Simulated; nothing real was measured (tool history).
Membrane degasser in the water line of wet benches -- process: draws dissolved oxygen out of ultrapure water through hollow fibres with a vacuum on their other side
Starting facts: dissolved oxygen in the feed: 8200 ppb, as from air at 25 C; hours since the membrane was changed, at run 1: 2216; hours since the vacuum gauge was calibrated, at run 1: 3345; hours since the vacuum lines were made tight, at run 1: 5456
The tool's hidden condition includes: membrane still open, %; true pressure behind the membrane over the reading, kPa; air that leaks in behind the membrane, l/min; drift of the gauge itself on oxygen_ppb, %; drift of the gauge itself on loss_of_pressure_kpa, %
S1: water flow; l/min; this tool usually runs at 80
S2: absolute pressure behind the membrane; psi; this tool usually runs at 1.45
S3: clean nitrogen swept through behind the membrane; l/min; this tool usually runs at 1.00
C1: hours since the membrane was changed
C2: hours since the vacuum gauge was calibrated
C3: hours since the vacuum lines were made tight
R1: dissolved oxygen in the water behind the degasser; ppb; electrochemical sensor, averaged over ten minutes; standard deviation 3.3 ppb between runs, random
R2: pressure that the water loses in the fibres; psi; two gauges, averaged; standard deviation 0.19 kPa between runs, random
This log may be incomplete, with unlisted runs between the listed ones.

| run | hour | S1 | S2 | S3 | C1 | C2 | C3 | R1 | R2 |
|---|---|---|---|---|---|---|---|---|---|
| 1 | 0.0 | 80 | 1.45 | 1.00 | 2216 | 3345 | 5456 | 892.7 | 5.656 |
| 2 | 51.2 | 80 | 1.45 | 1.97 | 2268 | 3396 | 5507 | 554.0 | 5.662 |
|  | 81.1 | seals of the vacuum lines changed |
| 3 | 85.2 | 80 | 1.45 | 1.88 | 2300 | 3428 | 4 | 577.1 | 5.672 |
| 4 | 111.8 | 80 | 1.45 | 1.88 | 2326 | 3455 | 31 | 579.8 | 5.587 |
| 5 | 136.8 | 80 | 3.31 | 1.00 | 2351 | 3480 | 56 | 2147.4 | 5.609 |
| 6 | 167.4 | 80 | 3.31 | 1.00 | 2382 | 3510 | 86 | 2166.0 | 5.664 |
| 7 | 205.7 | 80 | 1.45 | 0.55 | 2420 | 3549 | 125 | 1248.3 | 5.678 |
| 8 | 261.3 | 80 | 1.45 | 0.55 | 2476 | 3604 | 180 | 1264.3 | 5.662 |
| 9 | 307.3 | 80 | 1.45 | 1.00 | 2522 | 3650 | 226 | 890.5 | 5.697 |
| 10 | 347.3 | 80 | 1.45 | 1.00 | 2562 | 3690 | 266 | 897.4 | 5.697 |
| 11 | 389.6 | 80 | 3.13 | 1.00 | 2604 | 3732 | 309 | 2057.5 | 5.687 |
| 12 | 424.4 | 80 | 3.13 | 1.00 | 2639 | 3767 | 343 | 2061.1 | 5.703 |
|  | 429.4 | vacuum gauge calibrated |
| 13 | 447.7 | 80 | 1.45 | 1.00 | 2662 | 18 | 366 | 914.7 | 5.664 |
| 14 | 493.8 | 80 | 1.45 | 1.32 | 2708 | 64 | 412 | 764.8 | 5.707 |
| 15 | 543.7 | 80 | 1.45 | 1.00 | 2758 | 114 | 462 | 910.8 | 5.667 |
| 16 | 567.5 | 64 | 1.45 | 1.00 | 2781 | 138 | 486 | 791.0 | 4.547 |
|  | 573.3 | vacuum gauge calibrated, once more |
| 17 | 592.4 | 80 | 1.45 | 1.00 | 2806 | 19 | 510 | 852.1 | 5.690 |

Run 18 has not been measured yet. What should we expect?
| 18 | 632.0 | 87 | 1.45 | 0.61 | 2845 | 59 | 550 | ? | ? |

R1: 1192.3 ppb
R2: 6.222 psi
Without the tool's hidden state the same run would have given R1 1183.0 ppb, R2 5.973 psi.

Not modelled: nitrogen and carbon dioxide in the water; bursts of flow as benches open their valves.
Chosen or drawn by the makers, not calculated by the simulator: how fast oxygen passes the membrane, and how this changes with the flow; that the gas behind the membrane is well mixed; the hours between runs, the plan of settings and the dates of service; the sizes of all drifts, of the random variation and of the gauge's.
